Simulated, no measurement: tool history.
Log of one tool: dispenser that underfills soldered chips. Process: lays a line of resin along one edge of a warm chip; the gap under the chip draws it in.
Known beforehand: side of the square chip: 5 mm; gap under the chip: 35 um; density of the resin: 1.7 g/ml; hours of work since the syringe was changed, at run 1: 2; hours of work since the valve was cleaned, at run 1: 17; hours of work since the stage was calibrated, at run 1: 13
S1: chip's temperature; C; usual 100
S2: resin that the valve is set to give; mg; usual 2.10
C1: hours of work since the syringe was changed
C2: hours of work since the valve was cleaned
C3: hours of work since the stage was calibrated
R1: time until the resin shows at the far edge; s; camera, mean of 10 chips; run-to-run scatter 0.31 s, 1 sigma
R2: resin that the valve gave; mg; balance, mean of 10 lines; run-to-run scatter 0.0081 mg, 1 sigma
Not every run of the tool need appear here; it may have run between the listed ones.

| run | day | S1 | S2 | C1 | C2 | C3 | R1 | R2 |
|---|---|---|---|---|---|---|---|---|
| 1 | 0.000 | 100 | 2.10 | 2 | 17 | 13 | 21.4 | 2.060 |
|  | 0.175 | new syringe of resin |
| 2 | 0.333 | 100 | 2.10 | 3 | 22 | 18 | 22.1 | 2.060 |
|  | 0.500 | new syringe of resin |
| 3 | 0.604 | 109 | 2.10 | 2 | 27 | 23 | 15.6 | 2.055 |
|  | 0.804 | new syringe of resin |
| 4 | 0.888 | 100 | 2.64 | 1 | 32 | 28 | 20.1 | 2.579 |
|  | 1.125 | new syringe of resin |
| 5 | 1.196 | 100 | 2.10 | 1 | 37 | 33 | 19.9 | 2.042 |
|  | 1.438 | new syringe of resin |
| 6 | 1.496 | 100 | 2.10 | 1 | 42 | 38 | 19.5 | 2.042 |
|  | 1.738 | new syringe of resin |
| 7 | 1.738 | 100 | 2.10 | 0 | 46 | 42 | 19.2 | 2.033 |
| 8 | 1.871 | 100 | 2.10 | 2 | 48 | 45 | 21.2 | 2.014 |
|  | 2.058 | new syringe of resin |
| 9 | 2.067 | 100 | 2.10 | 0 | 52 | 48 | 19.7 | 2.020 |
| 10 | 2.275 | 100 | 2.10 | 4 | 55 | 51 | 23.1 | 2.015 |
|  | 2.371 | new syringe of resin |
| 11 | 2.562 | 100 | 2.10 | 3 | 60 | 56 | 22.1 | 1.995 |
|  | 2.688 | new syringe of resin |
| 12 | 2.729 | 107 | 2.10 | 1 | 63 | 59 | 16.1 | 2.008 |
| 13 | 2.921 | 107 | 2.10 | 4 | 66 | 62 | 18.5 | 1.996 |
|  | 3.008 | new syringe of resin |
| 14 | 3.133 | 108 | 2.41 | 2 | 70 | 66 | 16.6 | 2.276 |
|  | 3.329 | new syringe of resin |
| 15 | 3.371 | 94 | 1.95 | 1 | 74 | 70 | 24.3 | 1.838 |
|  | 3.642 | new syringe of resin |
| 16 | 3.696 | 94 | 1.95 | 1 | 79 | 75 | 25.9 | 1.822 |
|  | 3.942 | new syringe of resin |
| 17 | 3.962 | 89 | 2.47 | 0 | 84 | 80 | 27.1 | 2.325 |
|  | 4.250 | new syringe of resin |
| 18 | 4.271 | 103 | 1.93 | 0 | 89 | 85 | 18.5 | 1.777 |
| 19 | 4.417 | 103 | 1.93 | 3 | 92 | 88 | 20.9 | 1.798 |
|  | 4.571 | new syringe of resin |
| 20 | 4.650 | 103 | 1.93 | 1 | 95 | 92 | 20.0 | 1.792 |
|  | 4.892 | dispensing valve cleaned and set on the balance |
| 21 | 4.892 | 103 | 1.93 | 5 | 0 | 95 | 22.1 | 1.939 |

Predict each of these 5 candidate next runs independently; none follows another, all start after run 21:
|  | 4.933 | new syringe of resin |
| A | 5.204 | 110 | 1.84 | 5 | 5 | 100 | ? | ? |
|  | 4.933 | new syringe of resin |
| B | 5.204 | 94 | 2.50 | 5 | 5 | 100 | ? | ? |
|  | 4.933 | new syringe of resin |
| C | 5.204 | 103 | 1.97 | 5 | 5 | 100 | ? | ? |
|  | 4.933 | new syringe of resin |
| D | 5.204 | 85 | 2.10 | 5 | 5 | 100 | ? | ? |
|  | 4.933 | new syringe of resin |
| E | 5.204 | 113 | 1.80 | 5 | 5 | 100 | ? | ? |

| run | R1 | R2 |
|---|---|---|
| A | 17.3 | 1.830 |
| B | 27.4 | 2.490 |
| C | 21.2 | 1.963 |
| D | 38.2 | 2.100 |
| E | 16.5 | 1.807 |
With the hidden condition removed and each run's random variation left untouched, the same runs would have given:
| run | R1 | R2 |
|---|---|---|
| A | 14.0 | 1.839 |
| B | 22.2 | 2.502 |
| C | 17.1 | 1.972 |
| D | 31.0 | 2.109 |
| E | 13.4 | 1.815 |
